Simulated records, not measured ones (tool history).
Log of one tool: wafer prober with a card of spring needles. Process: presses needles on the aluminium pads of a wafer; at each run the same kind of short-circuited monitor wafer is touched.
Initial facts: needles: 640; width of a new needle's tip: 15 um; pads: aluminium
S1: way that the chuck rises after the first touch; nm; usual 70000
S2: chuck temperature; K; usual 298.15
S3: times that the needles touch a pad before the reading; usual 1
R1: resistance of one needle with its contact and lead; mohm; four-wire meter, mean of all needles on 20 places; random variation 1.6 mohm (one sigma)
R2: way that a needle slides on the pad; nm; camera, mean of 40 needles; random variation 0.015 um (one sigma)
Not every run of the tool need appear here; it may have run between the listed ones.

{"run": 1, "day": 0.0, "S1": 70000, "S2": 298.15, "S3": 1, "R1": 241, "R2": 11930}
{"day": 0.188, "done": "tips cleaned on abrasive film"}
{"day": 0.742, "done": "tips cleaned on abrasive film"}
{"run": 2, "day": 1.05, "S1": 70000, "S2": 298.15, "S3": 1, "R1": 256, "R2": 11900}
{"day": 1.258, "done": "tips cleaned on abrasive film"}
{"day": 1.783, "done": "tips cleaned on abrasive film"}
{"run": 3, "day": 1.971, "S1": 70000, "S2": 298.15, "S3": 1, "R1": 235, "R2": 11880}
{"day": 2.279, "done": "tips cleaned on abrasive film"}
{"day": 2.796, "done": "tips cleaned on abrasive film"}
{"run": 4, "day": 3.067, "S1": 70000, "S2": 298.15, "S3": 1, "R1": 249, "R2": 11830}
{"day": 3.275, "done": "tips cleaned on abrasive film, once more"}
{"day": 3.733, "done": "tips cleaned on abrasive film"}
{"run": 5, "day": 3.817, "S1": 70000, "S2": 298.15, "S3": 1, "R1": 209, "R2": 11800}
{"day": 4.254, "done": "tips cleaned on abrasive film"}
{"run": 6, "day": 4.446, "S1": 70000, "S2": 298.15, "S3": 1, "R1": 239, "R2": 11780}
{"day": 4.792, "done": "tips cleaned on abrasive film"}
{"day": 4.975, "done": "height of the first contact set anew"}
{"day": 5.308, "done": "tips cleaned on abrasive film"}
{"run": 7, "day": 5.312, "S1": 70000, "S2": 298.15, "S3": 1, "R1": 175, "R2": 11910}
{"day": 5.767, "done": "tips cleaned on abrasive film"}
{"day": 6.271, "done": "tips cleaned on abrasive film"}
{"run": 8, "day": 6.271, "S1": 70000, "S2": 298.15, "S3": 1, "R1": 178, "R2": 11860}
{"day": 6.762, "done": "tips cleaned on abrasive film"}
{"day": 7.25, "done": "tips cleaned on abrasive film"}
{"run": 9, "day": 7.262, "S1": 70000, "S2": 382.15, "S3": 1, "R1": 197, "R2": 11850}
{"day": 7.758, "done": "tips cleaned on abrasive film"}
{"run": 10, "day": 7.833, "S1": 70000, "S2": 382.15, "S3": 1, "R1": 216, "R2": 11780}
{"day": 8.258, "done": "tips cleaned on abrasive film"}
{"run": 11, "day": 8.4, "S1": 70000, "S2": 298.15, "S3": 1, "R1": 222, "R2": 11780}
{"day": 8.742, "done": "tips cleaned on abrasive film"}
{"day": 9.258, "done": "tips cleaned on abrasive film"}
{"run": 12, "day": 9.471, "S1": 70000, "S2": 298.15, "S3": 1, "R1": 239, "R2": 11740}
{"day": 9.725, "done": "tips cleaned on abrasive film"}
{"day": 10.133, "done": "height of the first contact set anew"}
{"day": 10.2, "done": "tips cleaned on abrasive film"}
{"run": 13, "day": 10.483, "S1": 70000, "S2": 298.15, "S3": 1, "R1": 257, "R2": 11870}
{"day": 10.696, "done": "tips cleaned on abrasive film"}
{"day": 11.208, "done": "tips cleaned on abrasive film"}
{"run": 14, "day": 11.642, "S1": 70000, "S2": 298.15, "S3": 1, "R1": 272, "R2": 11870}
{"day": 11.742, "done": "tips cleaned on abrasive film"}
{"day": 12.258, "done": "tips cleaned on abrasive film"}
{"run": 15, "day": 12.383, "S1": 70000, "S2": 298.15, "S3": 1, "R1": 228, "R2": 11820}
{"day": 12.721, "done": "tips cleaned on abrasive film"}
{"run": 16, "day": 13.162, "S1": 70000, "S2": 298.15, "S3": 1, "R1": 281, "R2": 11790}
{"day": 13.238, "done": "tips cleaned on abrasive film"}
{"day": 13.704, "done": "tips cleaned on abrasive film"}
{"day": 14.179, "done": "tips cleaned on abrasive film"}
{"run": 17, "day": 14.179, "S1": 70000, "S2": 299.15, "S3": 2, "R1": 176, "R2": 11740}
{"day": 14.721, "done": "tips cleaned on abrasive film"}
{"day": 15.179, "done": "tips cleaned on abrasive film"}
{"day": 15.192, "done": "height of the first contact set anew"}
{"run": 18, "day": 15.525, "S1": 64000, "S2": 298.15, "S3": 1, "R1": 278, "R2": 10870}
{"day": 15.746, "done": "tips cleaned on abrasive film"}
{"day": 16.212, "done": "tips cleaned on abrasive film"}
{"run": 19, "day": 16.638, "S1": 73000, "S2": 346.15, "S3": 2, "R1": 239, "R2": 12380}
{"day": 16.738, "done": "tips cleaned on abrasive film"}
{"day": 17.188, "done": "tips cleaned on abrasive film"}
{"run": 20, "day": 17.204, "S1": 59000, "S2": 346.15, "S3": 3, "R1": 199, "R2": 9960}
{"day": 17.729, "done": "tips cleaned on abrasive film"}
{"day": 18.275, "done": "tips cleaned on abrasive film"}
{"run": 21, "day": 18.275, "S1": 73000, "S2": 363.15, "S3": 2, "R1": 187, "R2": 12300}
{"day": 18.758, "done": "tips cleaned on abrasive film"}
{"run": 22, "day": 18.879, "S1": 73000, "S2": 363.15, "S3": 2, "R1": 212, "R2": 12310}
{"day": 19.212, "done": "tips cleaned on abrasive film"}
{"run": 23, "day": 19.438, "S1": 73000, "S2": 363.15, "S3": 2, "R1": 223, "R2": 12280}
{"day": 19.671, "done": "tips cleaned on abrasive film"}
{"day": 20.129, "done": "tips cleaned on abrasive film"}
{"day": 20.321, "done": "height of the first contact set anew"}
{"run": 24, "day": 20.321, "S1": 70000, "S2": 301.15, "S3": 1, "R1": 233, "R2": 11930}
{"day": 20.646, "done": "tips cleaned on abrasive film"}
{"day": 21.121, "done": "tips cleaned on abrasive film"}
{"run": 25, "day": 21.521, "S1": 70000, "S2": 301.15, "S3": 1, "R1": 277, "R2": 11880}
{"day": 21.612, "done": "tips cleaned on abrasive film"}
{"day": 22.138, "done": "tips cleaned on abrasive film"}
{"run": 26, "day": 22.483, "S1": 57000, "S2": 298.15, "S3": 3, "R1": 238, "R2": 9660}
{"day": 22.683, "done": "tips cleaned on abrasive film"}
{"run": 27, "day": 23.075, "S1": 69000, "S2": 298.15, "S3": 2, "R1": 238, "R2": 11690}
{"day": 23.146, "done": "tips cleaned on abrasive film"}
{"day": 23.6, "done": "tips cleaned on abrasive film"}
{"run": 28, "day": 23.871, "S1": 68000, "S2": 319.15, "S3": 1, "R1": 281, "R2": 11470}
{"day": 24.1, "done": "tips cleaned on abrasive film"}
{"run": 29, "day": 24.45, "S1": 65000, "S2": 319.15, "S3": 1, "R1": 299, "R2": 10910}
{"day": 24.629, "done": "tips cleaned on abrasive film"}
{"day": 25.179, "done": "tips cleaned on abrasive film"}
{"run": 30, "day": 25.183, "S1": 66000, "S2": 303.15, "S3": 2, "R1": 187, "R2": 11080}

Forecast each of these 4 alternatives for the next run:
{"day": 25.442, "done": "height of the first contact set anew"}
{"day": 25.662, "done": "tips cleaned on abrasive film"}
{"run": "A", "day": 25.9, "S1": 70000, "S2": 298.15, "S3": 1, "R1": "?", "R2": "?"}
{"day": 25.442, "done": "height of the first contact set anew"}
{"day": 25.662, "done": "tips cleaned on abrasive film"}
{"run": "B", "day": 25.9, "S1": 54000, "S2": 351.15, "S3": 1, "R1": "?", "R2": "?"}
{"day": 25.442, "done": "height of the first contact set anew"}
{"day": 25.662, "done": "tips cleaned on abrasive film"}
{"run": "C", "day": 25.9, "S1": 71000, "S2": 298.15, "S3": 2, "R1": "?", "R2": "?"}
{"day": 25.442, "done": "height of the first contact set anew"}
{"day": 25.662, "done": "tips cleaned on abrasive film"}
{"run": "D", "day": 25.9, "S1": 66000, "S2": 314.15, "S3": 2, "R1": "?", "R2": "?"}

run=A R1=253 R2=11880
run=B R1=318 R2=9190
run=C R1=219 R2=12070
run=D R1=232 R2=11210
The same runs, with their run-to-run variation unchanged, on a tool lacking any hidden condition would have given:
run=A R1=161 R2=11900
run=B R1=180 R2=9210
run=C R1=161 R2=12090
run=D R1=168 R2=11230
